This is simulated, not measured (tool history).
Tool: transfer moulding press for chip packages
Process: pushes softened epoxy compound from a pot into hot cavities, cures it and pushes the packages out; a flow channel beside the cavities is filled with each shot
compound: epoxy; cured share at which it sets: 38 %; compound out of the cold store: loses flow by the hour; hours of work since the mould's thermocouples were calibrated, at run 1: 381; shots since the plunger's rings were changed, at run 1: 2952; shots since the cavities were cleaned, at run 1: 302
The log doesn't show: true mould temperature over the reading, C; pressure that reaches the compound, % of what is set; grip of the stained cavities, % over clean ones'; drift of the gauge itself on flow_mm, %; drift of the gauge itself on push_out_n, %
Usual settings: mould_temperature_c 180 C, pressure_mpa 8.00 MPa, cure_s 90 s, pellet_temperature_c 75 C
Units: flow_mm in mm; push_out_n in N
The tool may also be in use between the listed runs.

run   hour  mould_temperature_c  pressure_mpa  cure_s  pellet_temperature_c  hours of work since the mould's thermocouples were calibrated  shots since the plunger's rings were changed  shots since the cavities were cleaned  incoming compound's hours out of the cold store  flow_mm  push_out_n
  1    0.0                  180          8.00      90                    75                                                            381                                          2952                                    302                                             46.9      841         604
  2    8.8                  180          8.00      90                    75                                                            388                                          3076                                    426                                             16.8      956         658
  3   16.5                  180          6.91      90                    75                                                            394                                          3183                                    533                                             14.7      896         711
  4   25.7                  180          8.83      90                    75                                                            402                                          3312                                    662                                             40.1      897         707
      27.8  -- cavities cleaned with cleaning compound and waxed
  5   40.2                  180          8.83      90                    75                                                            412                                          3494                                    174                                             26.0      964         619
  6   47.7                  180          8.00      90                    75                                                            418                                          3599                                    279                                             34.6      866         621
  7   59.5                  180          8.00      90                    75                                                            427                                          3765                                    445                                              8.8      985         735
  8   72.2                  180          8.00      90                    75                                                            437                                          3942                                    622                                             28.8      878         706
      77.7  -- cavities cleaned with cleaning compound and waxed
  9   83.4                  180          8.00      90                    75                                                            445                                          4077                                     79                                             14.5      954         569
 10   92.7                  180          8.00      90                    81                                                            452                                          4208                                    210                                             19.4      928         609
 11  105.0                  180          8.00     120                    81                                                            462                                          4381                                    383                                             23.1      917         489
 12  118.0                  180          8.00      90                    75                                                            472                                          4563                                    565                                             10.6      965         735
     127.0  -- cavities cleaned with cleaning compound and waxed
 13  128.8                  180          8.00      90                    75                                                            480                                          4693                                     25                                             38.7      831         469
     131.6  -- mould's thermocouples calibrated
 14  139.7                  180          8.00      90                    77                                                              6                                          4818                                    150                                             24.0      889         566
 15  147.5                  186          8.43      75                    77                                                             13                                          4926                                    258                                             27.0      892         680
 16  161.1                  186          8.43      75                    77                                                             23                                          5117                                    449                                             43.9      819         683
     164.6  -- mould's thermocouples calibrated, once more
 17  170.8                  180          6.32      76                    75                                                              5                                          5225                                    557                                             39.1      728         958
     180.4  -- cavities cleaned with cleaning compound and waxed
 18  185.5                  180          6.32      76                    75                                                             15                                          5410                                     72                                             38.2      721         771
 19  198.2                  181          8.00      90                    74                                                             25                                          5587                                    249                                             10.8      951         602
 20  209.2                  180          8.00      90                    75                                                             34                                          5741                                    403                                             29.7      845         647
 21  219.8                  180          8.00      90                    75                                                             42                                          5889                                    551                                             47.1      790         685
     230.3  -- cavities cleaned with cleaning compound and waxed
 22  232.9                  180          9.67      90                    73                                                             52                                          6052                                     36                                             38.0      887         503
 23  240.5                  180          8.00      90                    81                                                             58                                          6159                                    143                                             42.5      796         561
 24  253.8                  180          8.00      90                    81                                                             68                                          6346                                    330                                             38.9      813         617
 25  264.1                  174          8.24      73                    75                                                             76                                          6489                                    473                                             46.1      805        1582
 26  274.3                  185          6.34      73                    77                                                             84                                          6631                                    615                                             38.8      709         809
     279.8  -- cavities cleaned with cleaning compound and waxed
 27  284.8                  180          8.00     127                    76                                                             91                                          6758                                     70                                             30.2      822         404
     293.4  -- plunger's sealing rings changed
 28  301.0                  178          8.00     127                    76                                                            102                                           105                                    261                                             16.5     1030         473

4 ways to go on from here, each from the tool as it stands after run 28. What would each give?
  A  312.4                  186          8.00      94                    67                                                            111                                           266                                    422                                             21.9        ?           ?
  B  312.4                  180          8.00     103                    80                                                            111                                           266                                    422                                             39.9        ?           ?
  C  312.4                  178          8.00     101                    76                                                            111                                           266                                    422                                             13.2        ?           ?
  D  312.4                  187          8.00     107                    76                                                            111                                           266                                    422                                             36.5        ?           ?

run  flow_mm  push_out_n
  A      972         551
  B      922         553
  C     1039         629
  D      890         511
Without the tool's hidden state the same runs would have given:
run  flow_mm  push_out_n
  A      981         383
  B      931         386
  C     1049         446
  D      898         351

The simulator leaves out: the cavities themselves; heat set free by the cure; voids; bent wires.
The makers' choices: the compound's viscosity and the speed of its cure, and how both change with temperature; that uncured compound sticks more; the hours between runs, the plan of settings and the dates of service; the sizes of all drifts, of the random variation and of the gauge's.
